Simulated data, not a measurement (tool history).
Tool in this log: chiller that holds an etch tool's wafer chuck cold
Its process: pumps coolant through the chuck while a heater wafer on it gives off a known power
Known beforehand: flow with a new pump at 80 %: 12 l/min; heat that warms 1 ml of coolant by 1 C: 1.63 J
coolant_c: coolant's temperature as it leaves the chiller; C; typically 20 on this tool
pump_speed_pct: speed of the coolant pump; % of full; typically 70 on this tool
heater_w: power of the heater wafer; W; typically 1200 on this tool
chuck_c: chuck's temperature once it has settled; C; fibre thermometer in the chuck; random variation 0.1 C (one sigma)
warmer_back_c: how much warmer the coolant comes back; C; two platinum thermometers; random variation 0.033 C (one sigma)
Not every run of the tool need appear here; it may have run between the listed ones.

run    hour  coolant_c  pump_speed_pct  heater_w  chuck_c  warmer_back_c
  1       0         20              70      1200     28.8           4.27
  2   138.8         20              70      1200     28.9           4.23
  3   255.4         20              70      1200     28.9           4.23
  4   345.2         20              70      1200     28.8            4.3
  5   412.8         20              70      1200     28.7           4.24
  6   525.8         20              70      1200     28.8           4.23
  7   680.1         25              70      1200     33.8           4.25
  8   822.5         20              70      1272     29.4           4.46
  9   897.8         11              70      1200     19.8           4.25
 10    1016         20              70      1200     28.8           4.27
 11    1116         20              70       909     26.5           3.22
 12    1245         20              70       909     26.5           3.25
 13  1365.5         20              70      1200     28.8           4.22
 14  1450.3         20              70      1412     30.4              5
 15  1559.6         20              70      1412     30.2           5.03
 16  1644.4         20              70      1239     29.1           4.42
 17  1761.9         20              70      1239     29.1           4.35
 18  1888.1         20              70      1239     29.2           4.36
 19  2001.6         20              70      1763     32.9           6.29
 20  2106.7         20              85      1403     28.9           4.01
 21  2218.3         20              89       889     25.6           2.51
 22  2309.7         20              79      1372     29.3           4.25
 23  2373.8         20              62      1372     30.8           5.44
 24    2450         20              70      1200     28.6           4.28
 25  2517.5         11              68       915       18           3.37
 26  2617.4         11              68       915     17.7           3.33
 27  2747.3         11              68       915     17.8           3.35
 28  2833.5         11              68      1290     20.7           4.65
 29  2960.8         14              64       690     19.3           2.68
 30  3082.9         23              70      1750     35.7           6.23
 31  3173.3         20              69      1198     28.7           4.31

Removed from this log: 2 entries logged between the listed runs. Between which two listed runs does each belong, and how does the tool's hidden state at the listed run before it compare with that at the listed run after it?
Logged between run 21 and run 22: coolant changed, channels flushed (hour 2266.6)
  heat passed by the chuck's channels, % of clean ones': 99.7 -> 100
Logged between run 27 and run 28: chiller's thermometer calibrated (hour 2817.9)
  heat passed by the chuck's channels, % of clean ones': 100 -> 99.9; coolant's true temperature over the reading, C: 0.01 -> 0

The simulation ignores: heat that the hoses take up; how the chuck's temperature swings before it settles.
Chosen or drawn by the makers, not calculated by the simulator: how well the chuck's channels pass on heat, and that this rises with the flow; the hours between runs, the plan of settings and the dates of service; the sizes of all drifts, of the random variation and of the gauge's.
